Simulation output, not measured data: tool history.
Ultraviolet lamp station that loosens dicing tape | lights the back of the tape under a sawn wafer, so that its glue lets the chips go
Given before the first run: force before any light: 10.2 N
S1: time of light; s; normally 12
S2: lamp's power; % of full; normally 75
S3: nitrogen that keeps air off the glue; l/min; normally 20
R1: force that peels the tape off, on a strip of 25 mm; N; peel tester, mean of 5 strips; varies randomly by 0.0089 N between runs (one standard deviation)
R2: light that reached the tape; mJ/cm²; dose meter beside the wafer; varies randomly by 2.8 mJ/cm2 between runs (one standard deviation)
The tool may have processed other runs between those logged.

run   hour  S1  S2  S3     R1   R2
  1    0.0  12  75  20  0.700  306
       3.4  -- window cleaned of glue's vapour
  2    9.2  17  75  20  0.200  509
  3   19.9  12  75  11  0.780  360
  4   25.2  12  75  11  0.772  355
  5   37.0  12  75  36  0.305  354
  6   45.7  12  75  36  0.325  350
  7   58.0  13  75  20  0.383  378
  8   66.2  13  75  20  0.382  384
  9   75.7  13  75  20  0.401  376
 10   83.9  13  99  14  0.267  492
 11   93.9  17  64  20  0.291  418
 12  107.1  17  64  20  0.302  417
 13  115.3  12  94  19  0.295  435
 14  123.4  12  94  19  0.293  428
 15  131.1  15  78  19  0.264  441
 16  139.7  15  78  19  0.277  443
 17  145.8  15  78  19  0.274  449

4 ways to go on from here, each from the tool as it stands after run 17. What would each give?
  A  154.6  12  85  19   ?   ?
  B  154.6  15  81  19   ?   ?
  C  154.6  14  78  20   ?   ?
  D  154.6  12  75   9   ?   ?

run     R1   R2
  A  0.395  385
  B  0.246  465
  C  0.301  411
  D  0.986  341
With the hidden condition removed and each run's random variation left untouched, the same runs would have given:
run     R1   R2
  A  0.277  441
  B  0.180  532
  C  0.213  472
  D  0.725  391

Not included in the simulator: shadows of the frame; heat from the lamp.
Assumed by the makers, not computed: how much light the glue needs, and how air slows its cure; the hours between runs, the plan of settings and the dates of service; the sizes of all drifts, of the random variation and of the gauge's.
